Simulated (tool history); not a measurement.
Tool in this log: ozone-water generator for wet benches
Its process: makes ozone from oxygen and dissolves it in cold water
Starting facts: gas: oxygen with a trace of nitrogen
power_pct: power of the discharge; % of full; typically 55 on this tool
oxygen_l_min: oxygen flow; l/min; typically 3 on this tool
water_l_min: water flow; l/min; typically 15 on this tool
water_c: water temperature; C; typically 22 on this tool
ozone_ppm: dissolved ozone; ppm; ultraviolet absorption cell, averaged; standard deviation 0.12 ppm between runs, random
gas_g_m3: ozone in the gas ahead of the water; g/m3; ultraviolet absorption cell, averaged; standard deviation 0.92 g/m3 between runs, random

| run | hour | power_pct | oxygen_l_min | water_l_min | water_c | ozone_ppm | gas_g_m3 |
|---|---|---|---|---|---|---|---|
| 1 | 0 | 55 | 3 | 15 | 22 | 11.3 | 152.9 |
| 2 | 28.8 | 57 | 3 | 15 | 22 | 11.7 | 158.5 |
| 3 | 53.3 | 55 | 3.55 | 15 | 22 | 11.5 | 146.4 |
| 4 | 91.1 | 55 | 3.55 | 15 | 22 | 11.8 | 144.8 |
| 5 | 119.7 | 55 | 3.55 | 15 | 22 | 11.5 | 144.5 |
| 6 | 148.5 | 55 | 3.55 | 15 | 22 | 11.8 | 143.7 |
| 7 | 180.5 | 55 | 3.55 | 15 | 22 | 11.8 | 144.3 |
| 8 | 219.9 | 55 | 3 | 15 | 22 | 11.2 | 153.7 |
| 9 | 244.6 | 55 | 3 | 15 | 22 | 11.3 | 154.3 |
| 10 | 284.6 | 55 | 3 | 15 | 22 | 11.3 | 153.3 |
| 11 | 310.9 | 72 | 3 | 15 | 22 | 14 | 190.2 |
| 12 | 352.1 | 72 | 3 | 15 | 22 | 13.8 | 191.3 |
| 13 | 385 | 72 | 3 | 15 | 22 | 13.8 | 187.5 |
| 14 | 428.3 | 55 | 3 | 15 | 20 | 11.6 | 151.7 |
| 15 | 465.4 | 55 | 3 | 15 | 20 | 11.7 | 153 |
| 16 | 486 | 54 | 3 | 15 | 20 | 11.7 | 149 |
| 17 | 526.7 | 54 | 3 | 15 | 20 | 11.5 | 148.8 |
| 18 | 551 | 46 | 3 | 15 | 29 | 8.7 | 131.5 |
| 19 | 583.7 | 44 | 4.85 | 18 | 15 | 10.1 | 107.3 |
| 20 | 620 | 44 | 4.85 | 18 | 15 | 9.9 | 108.2 |
| 21 | 645.7 | 44 | 4.85 | 18 | 15 | 9.9 | 107.2 |
| 22 | 685 | 92 | 3 | 11 | 22 | 21.3 | 226.4 |
| 23 | 716.5 | 92 | 3 | 11 | 22 | 21.6 | 225 |
| 24 | 737.5 | 93 | 3 | 13 | 22 | 19.2 | 229.4 |
| 25 | 774.4 | 93 | 3 | 13 | 22 | 19.4 | 228.3 |
| 26 | 813.3 | 93 | 3 | 13 | 22 | 19.3 | 227.6 |
| 27 | 845.6 | 93 | 3 | 13 | 22 | 19.4 | 228.1 |
|  | 864.8 | gauge calibrated |
| 28 | 887.3 | 93 | 3 | 13 | 22 | 19.4 | 235.6 |
| 29 | 911.5 | 55 | 2.02 | 15 | 20 | 10.2 | 176.8 |
| 30 | 943.8 | 55 | 2.02 | 17 | 20 | 9.2 | 176.2 |
| 31 | 986.1 | 55 | 2.02 | 17 | 20 | 9.3 | 177.1 |
| 32 | 1009 | 55 | 3 | 10 | 19 | 16 | 155 |

Pick out some run-to-run changes in gas_g_m3. Of each, how much would a tool without hidden state show as well, from the settings, what came in and chance, and how much is left for the hidden state and any gauge scatter not in both results compared?
Hidden state present: yield of the discharge, % of new electrodes'; contactor's efficiency, % of a clean one's; true water temperature over the reading, C; drift of the gauge itself on ozone_ppm, %; drift of the gauge itself on gas_g_m3, %.
Run 10 -> 11: power_pct 55 -> 72. gas_g_m3 +36.9 g/m3: hidden state -0.5, all else +37.4.
Run 21 -> 22: power_pct 44 -> 92, oxygen_l_min 4.85 -> 3, water_l_min 18 -> 11, water_c 15 -> 22. gas_g_m3 +119.2 g/m3: hidden state -3.1, all else +122.3.
Run 27 -> 28: gauge calibrated. gas_g_m3 +7.5 g/m3: hidden state +6.6, all else +0.9.
Run 28 -> 29: power_pct 93 -> 55, oxygen_l_min 3 -> 2.02, water_l_min 13 -> 15, water_c 22 -> 20. gas_g_m3 -58.8 g/m3: hidden state +0, all else -58.8.
